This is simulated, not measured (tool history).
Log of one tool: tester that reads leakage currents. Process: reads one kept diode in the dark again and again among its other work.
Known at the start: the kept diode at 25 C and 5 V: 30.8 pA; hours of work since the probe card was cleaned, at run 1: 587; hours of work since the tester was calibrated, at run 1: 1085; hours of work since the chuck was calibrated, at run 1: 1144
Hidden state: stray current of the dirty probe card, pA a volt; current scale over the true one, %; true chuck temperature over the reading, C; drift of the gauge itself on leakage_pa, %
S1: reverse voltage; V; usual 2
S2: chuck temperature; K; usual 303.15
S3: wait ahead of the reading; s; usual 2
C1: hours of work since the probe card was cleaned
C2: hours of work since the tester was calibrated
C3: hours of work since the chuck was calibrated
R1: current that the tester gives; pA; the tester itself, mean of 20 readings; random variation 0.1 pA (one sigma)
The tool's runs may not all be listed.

| run | hour | S1 | S2 | S3 | C1 | C2 | C3 | R1 |
|---|---|---|---|---|---|---|---|---|
| 1 | 0 | 2 | 303.15 | 2 | 587 | 1085 | 1144 | 27.98 |
| 2 | 98.7 | 2 | 303.15 | 2 | 635 | 1132 | 1191 | 28.06 |
| 3 | 157.2 | 8.9 | 303.15 | 2 | 663 | 1160 | 1219 | 57.46 |
| 4 | 222.4 | 8.9 | 303.15 | 2 | 694 | 1191 | 1250 | 57.6 |
| 5 | 277.5 | 8.9 | 303.15 | 2 | 720 | 1217 | 1277 | 57.75 |
| 6 | 388.6 | 8.9 | 303.15 | 2 | 773 | 1270 | 1330 | 57.23 |
|  | 399.2 | tester calibrated |
| 7 | 510.8 | 1.6 | 324.15 | 6.38 | 830 | 53 | 1387 | 109.34 |
| 8 | 628.1 | 2.48 | 316.15 | 0.39 | 886 | 109 | 1443 | 78.04 |
| 9 | 709 | 2.48 | 316.15 | 0.39 | 925 | 148 | 1482 | 78.08 |
|  | 780.1 | tester calibrated, once more |
| 10 | 829.7 | 2 | 303.15 | 0.78 | 982 | 24 | 1539 | 27.87 |
| 11 | 898.1 | 1.29 | 303.15 | 2.76 | 1014 | 56 | 1571 | 22.37 |
| 12 | 1004.6 | 3.79 | 300.15 | 6.36 | 1065 | 107 | 1622 | 30.3 |

Forecast each of these 3 alternatives for the next run:
| A | 1059.4 | 12.67 | 325.15 | 0.71 | 1091 | 133 | 1648 | ? |
| B | 1059.4 | 11 | 319.15 | 6.36 | 1091 | 133 | 1648 | ? |
| C | 1059.4 | 4.4 | 293.15 | 5.82 | 1091 | 133 | 1648 | ? |

| run | R1 |
|---|---|
| A | 310.68 |
| B | 191.9 |
| C | 19.82 |
Without the tool's hidden state the same runs would have given:
| run | R1 |
|---|---|
| A | 342.3 |
| B | 210.31 |
| C | 19.68 |

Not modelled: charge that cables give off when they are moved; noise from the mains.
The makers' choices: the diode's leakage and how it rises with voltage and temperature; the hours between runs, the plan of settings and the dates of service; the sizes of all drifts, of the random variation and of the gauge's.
